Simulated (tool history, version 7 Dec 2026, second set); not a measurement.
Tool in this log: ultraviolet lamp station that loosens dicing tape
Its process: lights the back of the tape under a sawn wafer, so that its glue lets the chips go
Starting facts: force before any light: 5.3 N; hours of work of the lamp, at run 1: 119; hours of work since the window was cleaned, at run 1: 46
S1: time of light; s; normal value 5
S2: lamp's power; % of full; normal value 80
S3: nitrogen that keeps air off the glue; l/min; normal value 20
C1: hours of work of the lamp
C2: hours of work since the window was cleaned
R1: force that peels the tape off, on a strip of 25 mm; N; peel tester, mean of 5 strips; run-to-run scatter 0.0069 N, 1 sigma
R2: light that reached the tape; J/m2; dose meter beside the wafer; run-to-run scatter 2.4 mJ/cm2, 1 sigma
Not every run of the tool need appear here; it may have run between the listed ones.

run	hour	S1	S2	S3	C1	C2	R1	R2
1	0.0	5	80	20	119	46	0.283	2600
2	52.0	5	80	20	155	82	0.297	2500
3	119.6	10	80	20	202	129	0.111	4810
4	192.1	10	80	20	252	179	0.107	4630
5	260.4	5	80	20	299	226	0.407	2210
6	312.6	5	80	20	335	262	0.408	2120
# hour 358.7: window cleaned of glue's vapour
7	382.1	5	80	20	383	16	0.342	2320
8	465.2	5	80	17	440	74	0.440	2200
9	509.1	4	80	20	471	104	0.654	1730
10	573.7	4	80	20	515	149	0.723	1670
11	641.4	4	80	20	562	196	0.780	1620
12	690.3	4	80	20	596	229	0.811	1560
13	751.4	5	80	20	638	272	0.578	1810
# hour 787.0: window cleaned of glue's vapour
14	820.4	9	80	24	686	23	0.131	3590
15	886.9	3	64	35	732	69	1.436	880
16	938.0	5	69	20	767	104	0.775	1570
17	995.6	5	69	31	807	144	0.682	1490
18	1037.5	4	83	20	836	173	0.909	1410
19	1112.3	5	80	20	888	225	0.762	1630
20	1153.9	5	79	14	917	254	0.948	1580
21	1188.9	5	79	14	941	278	0.977	1530
# hour 1213.8: window cleaned of glue's vapour
22	1268.9	5	79	29	996	38	0.644	1570
# hour 1329.5: lamp changed
23	1340.7	5	79	29	8	87	0.236	2630
24	1401.6	5	80	29	50	129	0.222	2570
25	1479.4	5	80	29	104	183	0.250	2470

Forecast each of these 3 alternatives for the next run:
A	1545.7	3	73	38	150	229	?	?
B	1545.7	5	85	8	150	229	?	?
C	1545.7	8	90	8	150	229	?	?

run	R1	R2
A	0.816	1290
B	0.567	2520
C	0.180	4260
Without the tool's hidden state the same runs would have given:
run	R1	R2
A	0.600	1530
B	0.405	2970
C	0.136	5020

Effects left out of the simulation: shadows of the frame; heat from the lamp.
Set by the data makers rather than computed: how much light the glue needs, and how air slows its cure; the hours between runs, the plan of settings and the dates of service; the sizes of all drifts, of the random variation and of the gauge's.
